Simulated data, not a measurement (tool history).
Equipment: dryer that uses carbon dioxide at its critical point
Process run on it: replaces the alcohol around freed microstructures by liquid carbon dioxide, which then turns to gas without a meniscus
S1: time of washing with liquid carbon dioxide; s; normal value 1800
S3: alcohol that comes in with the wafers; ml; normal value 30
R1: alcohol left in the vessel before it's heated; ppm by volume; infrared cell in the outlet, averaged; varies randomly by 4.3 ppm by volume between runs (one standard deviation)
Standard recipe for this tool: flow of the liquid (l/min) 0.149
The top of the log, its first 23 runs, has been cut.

run 24 hour=263.5 | S1=1320 flow_of_the_liquid_(l/min)=0.149 S3=30 | R1=193
run 25 hour=276.4 | S1=1320 flow_of_the_liquid_(l/min)=0.149 S3=30 | R1=197
run 26 hour=285.4 | S1=1320 flow_of_the_liquid_(l/min)=0.223 S3=90 | R1=59
run 27 hour=302.4 | S1=1320 flow_of_the_liquid_(l/min)=0.223 S3=90 | R1=57
run 28 hour=315.1 | S1=2280 flow_of_the_liquid_(l/min)=0.223 S3=25 | R1=24
run 29 hour=324.6 | S1=1140 flow_of_the_liquid_(l/min)=0.099 S3=25 | R1=1717
run 30 hour=338.0 | S1=1800 flow_of_the_liquid_(l/min)=0.113 S3=62 | R1=304
run 31 hour=355.9 | S1=1800 flow_of_the_liquid_(l/min)=0.113 S3=62 | R1=323
run 32 hour=368.2 | S1=1260 flow_of_the_liquid_(l/min)=0.105 S3=60 | R1=2342
run 33 hour=380.1 | S1=1380 flow_of_the_liquid_(l/min)=0.149 S3=51 | R1=269
run 34 hour=393.8 | S1=1380 flow_of_the_liquid_(l/min)=0.149 S3=51 | R1=276
run 35 hour=410.9 | S1=1380 flow_of_the_liquid_(l/min)=0.093 S3=20 | R1=932
run 36 hour=423.7 | S1=1200 flow_of_the_liquid_(l/min)=0.136 S3=22 | R1=397
run 37 hour=437.4 | S1=1200 flow_of_the_liquid_(l/min)=0.113 S3=23 | R1=887
run 38 hour=444.6 | S1=1200 flow_of_the_liquid_(l/min)=0.113 S3=23 | R1=856
run 39 hour=452.5 | S1=2100 flow_of_the_liquid_(l/min)=0.113 S3=46 | R1=119
run 40 hour=462.5 | S1=2640 flow_of_the_liquid_(l/min)=0.247 S3=30 | R1=32
run 41 hour=477.6 | S1=2700 flow_of_the_liquid_(l/min)=0.252 S3=91 | R1=26
run 42 hour=485.5 | S1=1920 flow_of_the_liquid_(l/min)=0.252 S3=91 | R1=30
run 43 hour=498.4 | S1=1920 flow_of_the_liquid_(l/min)=0.252 S3=91 | R1=21
run 44 hour=511.9 | S1=1740 flow_of_the_liquid_(l/min)=0.149 S3=30 | R1=62
run 45 hour=524.6 | S1=1380 flow_of_the_liquid_(l/min)=0.104 S3=30 | R1=928
run 46 hour=539.8 | S1=1380 flow_of_the_liquid_(l/min)=0.104 S3=30 | R1=949
run 47 hour=557.6 | S1=1380 flow_of_the_liquid_(l/min)=0.104 S3=30 | R1=946

Here are 3 independent what-if runs from the current tool condition. What would each one return?
run A hour=573.4 | S1=1200 flow_of_the_liquid_(l/min)=0.243 S3=79 | R1=?
run B hour=573.4 | S1=1680 flow_of_the_liquid_(l/min)=0.227 S3=68 | R1=?
run C hour=573.4 | S1=2400 flow_of_the_liquid_(l/min)=0.132 S3=30 | R1=?

run=A R1=71
run=B R1=38
run=C R1=39
With the hidden condition removed and each run's random variation left untouched, the same runs would have given:
run=A R1=28
run=B R1=10
run=C R1=11
